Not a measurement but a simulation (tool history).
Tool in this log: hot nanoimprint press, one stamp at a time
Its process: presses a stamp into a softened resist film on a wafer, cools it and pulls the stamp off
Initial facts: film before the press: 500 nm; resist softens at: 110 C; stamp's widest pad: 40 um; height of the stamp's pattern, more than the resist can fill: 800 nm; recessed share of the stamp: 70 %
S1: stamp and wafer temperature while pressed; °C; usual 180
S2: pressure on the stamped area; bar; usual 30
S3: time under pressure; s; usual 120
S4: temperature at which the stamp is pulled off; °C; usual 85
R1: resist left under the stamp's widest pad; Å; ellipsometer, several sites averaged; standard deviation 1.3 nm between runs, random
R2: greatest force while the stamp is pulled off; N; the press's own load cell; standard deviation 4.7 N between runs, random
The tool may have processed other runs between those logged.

run   hour   S1    S2   S3  S4    R1   R2
  1      0  180    30  120  85  2050  246
  2    7.4  180    30   68  85  2453  234
  3   17.1  180    30  120  85  2036  235
  4   30.4  180    30  120  85  2044  254
  5     36  180    30  120  85  2067  244
  6   44.6  180    30  120  85  2033  243
  7   57.2  180    30  120  85  2045  255
  8   65.3  180    30  120  74  2046  324
  9   74.6  180    30  120  74  2050  338
 10   84.6  180    30  120  74  2044  308
 11   91.2  180    30  120  85  2050  256
 12  103.7  180    30  120  85  2021  263
 13  114.3  180    30  222  85  1653  257
 14  123.1  180    30  222  85  1656  257
 15  130.1  180    30  120  85  2034  251
 16    139  180    30  120  85  2038  270
 17  149.3  174    30  120  74  2613  333
     153.4  -- plate thermocouple calibrated
 18  165.2  174  19.3   61  74  3684  335
 19  176.7  186  18.5  109  75  2089  341
 20  186.5  186  39.5  109  90  1337  232
 21  194.9  180    30  120  90  1930  226
 22  205.6  180  19.8   62  90  2985  239
 23  217.6  180  19.8   62  90  2989  235

Estimate the outcome of run 24 from the log above:
     222.4  -- plate thermocouple calibrated, once more
 24  226.5  180  19.8  156  72   ?   ?

Run 24 came out at R1 2502 Å, R2 384 N.
Take away the tool's hidden state, keep the run-to-run variation as it was, and the same run would have given R1 2482 Å, R2 301 N.

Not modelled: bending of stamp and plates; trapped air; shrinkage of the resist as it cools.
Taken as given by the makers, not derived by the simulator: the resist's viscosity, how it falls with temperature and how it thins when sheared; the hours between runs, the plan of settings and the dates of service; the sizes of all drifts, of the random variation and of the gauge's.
